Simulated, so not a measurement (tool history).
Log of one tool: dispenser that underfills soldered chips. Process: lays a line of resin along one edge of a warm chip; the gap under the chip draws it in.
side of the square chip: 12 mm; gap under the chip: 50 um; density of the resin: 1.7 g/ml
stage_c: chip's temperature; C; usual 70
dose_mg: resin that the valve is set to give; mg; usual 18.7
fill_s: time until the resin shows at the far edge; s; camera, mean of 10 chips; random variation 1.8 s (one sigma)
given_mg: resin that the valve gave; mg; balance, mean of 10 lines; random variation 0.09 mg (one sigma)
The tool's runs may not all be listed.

run 1 hour=0.0 | stage_c=70 dose_mg=18.7 | fill_s=256.9 given_mg=18.15
-- hour=3.0 new syringe of resin
-- hour=12.9 new syringe of resin
run 2 hour=13.2 | stage_c=70 dose_mg=18.0 | fill_s=178.3 given_mg=17.44
-- hour=22.8 new syringe of resin
run 3 hour=25.0 | stage_c=70 dose_mg=18.7 | fill_s=199.3 given_mg=18.10
-- hour=32.3 new syringe of resin
run 4 hour=34.4 | stage_c=70 dose_mg=18.7 | fill_s=195.1 given_mg=18.12
-- hour=42.1 new syringe of resin
run 5 hour=46.7 | stage_c=70 dose_mg=18.7 | fill_s=225.1 given_mg=17.84
-- hour=51.7 new syringe of resin
run 6 hour=54.0 | stage_c=70 dose_mg=18.7 | fill_s=199.1 given_mg=17.73
-- hour=61.9 new syringe of resin
run 7 hour=62.3 | stage_c=70 dose_mg=18.7 | fill_s=180.8 given_mg=17.93
-- hour=72.2 new syringe of resin
run 8 hour=73.2 | stage_c=70 dose_mg=18.4 | fill_s=186.7 given_mg=17.40
-- hour=82.7 new syringe of resin
run 9 hour=84.9 | stage_c=70 dose_mg=18.4 | fill_s=198.4 given_mg=17.41
-- hour=92.7 new syringe of resin
run 10 hour=95.5 | stage_c=70 dose_mg=23.8 | fill_s=204.7 given_mg=22.17
run 11 hour=101.8 | stage_c=82 dose_mg=16.4 | fill_s=185.8 given_mg=15.42
-- hour=103.1 new syringe of resin
-- hour=112.6 new syringe of resin
run 12 hour=113.5 | stage_c=74 dose_mg=23.3 | fill_s=153.6 given_mg=21.76
-- hour=122.2 new syringe of resin
run 13 hour=124.3 | stage_c=58 dose_mg=19.8 | fill_s=325.7 given_mg=18.26

Forecast each of these 4 alternatives for the next run:
-- hour=126.8 dispensing valve cleaned and set on the balance
-- hour=133.2 new syringe of resin
run A hour=139.2 | stage_c=63 dose_mg=16.0 | fill_s=? given_mg=?
-- hour=126.8 dispensing valve cleaned and set on the balance
-- hour=133.2 new syringe of resin
run B hour=139.2 | stage_c=70 dose_mg=16.0 | fill_s=? given_mg=?
-- hour=126.8 dispensing valve cleaned and set on the balance
-- hour=133.2 new syringe of resin
run C hour=139.2 | stage_c=79 dose_mg=16.5 | fill_s=? given_mg=?
-- hour=126.8 dispensing valve cleaned and set on the balance
-- hour=133.2 new syringe of resin
run D hour=139.2 | stage_c=84 dose_mg=22.0 | fill_s=? given_mg=?

run=A fill_s=344.3 given_mg=16.16
run=B fill_s=257.2 given_mg=16.03
run=C fill_s=171.9 given_mg=16.55
run=D fill_s=135.8 given_mg=22.05
Without the tool's hidden state the same runs would have given:
run=A fill_s=243.1 given_mg=16.18
run=B fill_s=181.7 given_mg=16.05
run=C fill_s=121.5 given_mg=16.57
run=D fill_s=96.1 given_mg=22.07
